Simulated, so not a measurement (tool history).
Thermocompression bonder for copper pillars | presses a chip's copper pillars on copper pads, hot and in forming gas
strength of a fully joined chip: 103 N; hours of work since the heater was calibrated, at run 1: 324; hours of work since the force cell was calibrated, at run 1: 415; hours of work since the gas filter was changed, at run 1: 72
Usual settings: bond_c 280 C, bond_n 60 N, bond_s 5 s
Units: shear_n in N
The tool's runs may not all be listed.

run,day,bond_c,bond_n,bond_s,hours of work since the heater was calibrated,hours of work since the force cell was calibrated,hours of work since the gas filter was changed,shear_n
1,0.000,280,60,5,324,415,72,49.8
2,0.588,280,60,5,335,426,82,48.0
3,1.650,280,60,5,354,445,102,49.8
4,2.729,280,60,5,374,465,122,49.1
5,3.429,280,60,5,386,478,134,48.7
6,4.504,280,60,5,406,497,154,48.0
7,5.196,280,60,5,419,510,167,48.3
# day 5.554: forming gas filter changed
8,6.246,280,60,3,438,529,13,39.5
9,7.517,280,60,3,461,552,36,40.1
10,8.446,280,60,3,478,569,53,40.4
11,9.375,280,60,3,495,586,70,40.4
12,10.088,280,60,5,508,599,83,49.2
13,11.146,280,61,5,527,618,102,48.0
14,12.054,280,61,5,544,635,119,49.4
15,12.875,280,61,5,559,650,134,48.7
16,13.800,280,61,5,576,667,151,49.5
17,14.662,280,61,5,591,683,166,50.2
# day 15.050: forming gas filter changed
18,15.704,280,60,5,610,701,12,48.4
19,17.062,280,60,5,635,726,37,48.3
20,18.317,280,60,5,658,749,60,49.4
21,19.050,280,60,5,671,762,73,48.8
# day 19.729: force cell calibrated
22,20.133,280,60,5,690,7,92,48.5
23,21.067,280,60,5,707,24,109,48.9
24,22.175,274,60,5,727,45,129,45.9
25,22.838,267,54,4,739,57,141,35.1
26,24.212,302,54,7,764,82,166,62.1
# day 24.708: forming gas filter changed
27,25.583,302,79,7,789,107,16,80.3
28,26.583,302,79,7,807,125,34,78.7
29,27.554,267,60,9,825,142,52,53.0
30,28.592,267,77,4,844,161,71,47.3
31,29.558,251,49,12,861,179,89,39.0
32,30.833,269,66,5,885,202,112,46.9
33,32.100,280,60,6,908,226,135,52.6
34,33.279,280,60,6,929,247,157,51.9
35,33.858,280,60,6,940,258,167,52.8
# day 34.262: forming gas filter changed
36,34.450,280,60,3,950,268,3,40.0
37,35.279,280,57,3,966,283,19,39.7
38,35.954,280,57,3,978,296,31,38.7
39,36.858,280,87,14,994,312,47,83.2

Forecast each of these 3 alternatives for the next run:
A,38.133,263,76,15,1018,335,71,?
B,38.133,280,87,7,1018,335,71,?
C,38.133,280,76,4,1018,335,71,?

run,shear_n
A,68.2
B,70.3
C,54.0
Without the tool's hidden state the same runs would have given:
run,shear_n
A,68.2
B,70.3
C,54.0
